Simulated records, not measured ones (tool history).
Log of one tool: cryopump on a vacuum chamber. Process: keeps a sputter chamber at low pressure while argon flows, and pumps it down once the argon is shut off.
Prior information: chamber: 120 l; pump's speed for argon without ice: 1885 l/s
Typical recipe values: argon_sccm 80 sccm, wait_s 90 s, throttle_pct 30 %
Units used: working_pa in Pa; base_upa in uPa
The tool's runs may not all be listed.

run	day	argon_sccm	wait_s	throttle_pct	working_pa	base_upa
1	0.000	80	90	30	0.2446	1.71
2	4.638	80	90	30	0.2440	1.82
3	7.421	80	90	30	0.2456	1.92
4	11.742	80	90	30	0.2463	1.90
5	15.317	80	126	30	0.2464	1.89
6	17.704	80	126	30	0.2466	1.93
7	20.733	74	126	30	0.2308	1.93
8	24.050	53	126	30	0.1658	2.02
9	28.342	82	126	30	0.2555	2.10
10	30.442	82	126	30	0.2556	2.08
11	33.225	82	126	30	0.2573	2.09
12	36.567	82	126	30	0.2584	2.16
13	41.229	82	126	30	0.2586	2.29
14	43.942	82	126	30	0.2594	2.29
15	47.862	82	126	30	0.2619	2.36
16	52.438	82	126	30	0.2628	2.32
17	57.392	80	164	30	0.2565	2.42
18	61.017	80	90	30	0.2593	2.65
19	63.150	80	154	59	0.1421	2.46
20	67.529	43	36	16	0.2530	3.13
21	70.854	80	63	33	0.2408	2.90
22	74.275	80	63	33	0.2395	2.94
23	79.458	47	281	22	0.1939	2.10
24	84.017	102	151	30	0.3070	2.16
25	87.367	102	151	30	0.3096	2.37
26	92.196	102	151	30	0.3095	2.34
27	95.942	38	23	29	0.1210	3.10
28	99.167	80	69	37	0.1992	0.51
29	102.233	60	20	33	0.1686	1.27
30	105.038	60	86	33	0.1683	0.50
31	109.462	146	21	18	0.7385	1.24
32	112.129	146	41	29	0.4683	0.81
33	116.012	48	162	24	0.1865	0.49
34	118.825	83	41	20	0.3824	0.82
35	122.654	83	41	20	0.3829	0.87

The log once held 2 entries between its listed runs, left out of this copy. Where does each go, and what is different about the tool's unlogged condition between the listed run before it and the listed run after it?
Run 22 -> run 23: pump warmed up, emptied and cooled again (day 77.496)
  pump's speed, % of a pump's without ice: 75.6 -> 99.1; cold plate's temperature, K: 12.8 -> 12.82; leak into the chamber, uPa l/s: 3671 -> 3733
  measured less the result without the state, working_pa: +0.0245 -> +0.0011 Pa; base_upa: +2.48 -> +1.86 uPa
Run 27 -> run 28: leaking fittings of the chamber tightened, without venting (day 96.608)
  pump's speed, % of a pump's without ice: 94.9 -> 94; leak into the chamber, uPa l/s: 3947 -> 350
  measured less the result without the state, working_pa: +0.0025 -> +0.0059 Pa; base_upa: +2.09 -> +0.05 uPa
